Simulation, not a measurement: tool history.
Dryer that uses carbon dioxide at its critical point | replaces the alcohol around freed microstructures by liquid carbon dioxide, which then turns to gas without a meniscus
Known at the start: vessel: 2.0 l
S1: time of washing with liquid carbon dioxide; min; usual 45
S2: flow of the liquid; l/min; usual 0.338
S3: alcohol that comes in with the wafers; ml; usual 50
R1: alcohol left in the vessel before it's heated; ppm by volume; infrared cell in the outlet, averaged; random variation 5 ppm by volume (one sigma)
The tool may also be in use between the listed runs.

run,hour,S1,S2,S3,R1
1,0.0,45,0.338,50,69
2,9.2,56,0.338,50,42
3,16.5,45,0.362,50,56
4,25.9,45,0.362,50,70
5,34.2,45,0.338,50,75
6,42.8,45,0.338,50,83
7,51.6,45,0.338,50,83
8,60.1,64,0.338,50,42
9,71.2,41,0.338,50,121
10,82.5,41,0.338,50,126
11,93.2,41,0.338,50,116
12,103.7,41,0.338,50,124
13,108.9,41,0.338,50,135
14,116.9,41,0.550,50,45
15,124.3,45,0.456,50,44
16,136.1,45,0.338,50,96
17,144.5,45,0.338,50,101
18,151.4,45,0.338,50,95
19,162.9,45,0.338,50,107
20,175.0,55,0.338,50,64
21,187.5,55,0.338,50,65
22,194.8,58,0.338,50,58
23,205.0,58,0.338,50,61
24,211.9,59,0.338,35,63
25,220.8,27,0.338,38,593
26,233.5,34,0.417,84,225
27,242.6,47,0.489,23,45
28,249.0,47,0.489,23,59
# hour 253.7: inlet filter changed
29,256.1,47,0.489,23,50
30,261.8,45,0.338,23,65
31,268.7,45,0.338,23,71
32,275.3,67,0.338,20,55
33,281.2,45,0.331,25,77
34,288.0,65,0.232,34,75
35,293.4,39,0.516,86,63
36,299.9,36,0.306,50,254
37,307.7,29,0.221,42,1226
38,312.8,29,0.228,29,789
39,318.0,29,0.228,29,808
40,326.0,45,0.447,50,71
41,333.3,35,0.338,30,142
42,344.9,65,0.216,32,94
43,354.6,65,0.216,78,138
44,362.4,45,0.285,50,154
45,369.9,45,0.285,50,156

Forecast each of these 5 alternatives for the next run:
A,380.6,45,0.290,79,?
B,380.6,57,0.480,50,?
C,380.6,45,0.270,50,?
D,380.6,29,0.232,50,?
E,380.6,45,0.509,31,?

run,R1
A,195
B,63
C,185
D,1337
E,68
Without the tool's hidden state the same runs would have given:
run,R1
A,111
B,1
C,104
D,1167
E,4

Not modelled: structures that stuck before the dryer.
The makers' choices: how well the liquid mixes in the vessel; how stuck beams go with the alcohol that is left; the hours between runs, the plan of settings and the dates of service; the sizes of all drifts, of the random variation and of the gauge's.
